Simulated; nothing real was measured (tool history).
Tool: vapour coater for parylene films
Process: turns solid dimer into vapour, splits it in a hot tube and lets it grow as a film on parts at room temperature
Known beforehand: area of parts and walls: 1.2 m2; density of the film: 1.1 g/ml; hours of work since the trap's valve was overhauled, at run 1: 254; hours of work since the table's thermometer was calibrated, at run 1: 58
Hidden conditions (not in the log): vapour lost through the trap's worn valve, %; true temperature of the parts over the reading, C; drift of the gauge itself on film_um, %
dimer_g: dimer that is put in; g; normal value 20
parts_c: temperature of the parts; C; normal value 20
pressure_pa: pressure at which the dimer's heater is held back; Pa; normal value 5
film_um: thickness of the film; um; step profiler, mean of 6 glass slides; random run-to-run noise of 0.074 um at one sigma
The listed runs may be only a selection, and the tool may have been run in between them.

run   hour  dimer_g  parts_c  pressure_pa  hours of work since the trap's valve was overhauled  hours of work since the table's thermometer was calibrated  film_um
  1      0       20       20            5                                                  254                                                          58     9.41
  2   18.2       20       20            5                                                  263                                                          68     9.41
  3   34.2       20       20            5                                                  271                                                          76     9.29
  4   53.5       20       20            5                                                  281                                                          85     9.32
  5   77.9       20       20         2.02                                                  293                                                          98    10.08
      84.2  -- trap's valve overhauled
  6  110.6       12       20         2.02                                                   13                                                         112     6.66
  7  133.8       12       20         2.02                                                   25                                                         124     6.71
  8  157.3       18       20         2.02                                                   37                                                         135     9.83
  9  181.9       18       20         2.02                                                   49                                                         148    10.06
 10  206.8       18       20         2.02                                                   61                                                         160     9.83
 11  224.4       18       20         2.02                                                   70                                                         169     9.79
 12  237.1       18       20         2.02                                                   77                                                         175     9.92
 13  260.2       18       20         2.02                                                   88                                                         187     9.78
 14    275       18       20         2.02                                                   96                                                         194      9.8
 15  293.2       18       20         2.02                                                  105                                                         204      9.6
 16  313.4        9       20         2.02                                                  115                                                         214     4.88
 17  325.1       20       31            5                                                  121                                                         220     8.38
 18  347.1       11       20            5                                                  132                                                         231     5.38
 19  366.7       11       20            5                                                  142                                                         240     5.41
 20  381.7       20       20         6.71                                                  149                                                         248     9.56
 21  402.6       20       15            5                                                  160                                                         258    10.52
 22    426       20       15            5                                                  171                                                         270    10.64
 23  448.5       16       20            5                                                  183                                                         281     7.79
 24  469.9       11       12         5.71                                                  193                                                         292     5.93
 25    497       11       12         5.71                                                  207                                                         306      5.9
 26  516.9       11       12         5.71                                                  217                                                         316     5.93
 27  529.4       11       12         5.71                                                  223                                                         322     5.86
 28  541.2       13       28         5.71                                                  229                                                         328     5.41
 29  559.2       13       28         5.71                                                  238                                                         337     5.39
 30  583.6       20       15         6.02                                                  250                                                         349    10.05
 31  598.7       33       20         9.23                                                  258                                                         357    14.76
 32  621.1       33       20         9.23                                                  269                                                         368    14.57
 33  648.3       20       20         4.41                                                  283                                                         382     9.27
 34  667.5       11       20         4.41                                                  293                                                         391     5.13
     673.4  -- trap's valve overhauled
 35  691.4       32       17         4.11                                                    9                                                         401    17.78
 36  713.8       16       19          9.1                                                   20                                                         412        8
 37  741.9       16       19          9.1                                                   34                                                         427     7.93
 38  766.3        8       13            5                                                   47                                                         439     4.66
 39  793.8       18       23         2.61                                                   60                                                         453     9.14
 40    808       18       23         2.61                                                   68                                                         460     9.26
 41    824       18       23         2.61                                                   76                                                         468     9.13
 42  852.9       35       20         2.47                                                   90                                                         482    18.52
 43  871.5       12       20            5                                                   99                                                         492     6.07
 44  894.3       12       20            5                                                  111                                                         503     5.96
 45  919.6       18       20            5                                                  123                                                         516     8.83
 46  934.1       11       24         6.24                                                  131                                                         523        5

How the hidden state differs across the entries between the runs, from the last listed run before each to the first after it:
Between runs 5 and 6: trap's valve overhauled (hour 84.2)
  vapour lost through the trap's worn valve, %: 11.2 -> 0.5; true temperature of the parts over the reading, C: 0.3 -> 0.31
  what was measured, less what the result would be without the hidden state, film_um: -1.32 -> -0.06 um
Between runs 34 and 35: trap's valve overhauled (hour 673.4)
  vapour lost through the trap's worn valve, %: 10.9 -> 0.4; true temperature of the parts over the reading, C: 0.49 -> 0.5
  what was measured, less what the result would be without the hidden state, film_um: -0.68 -> -0.21 um
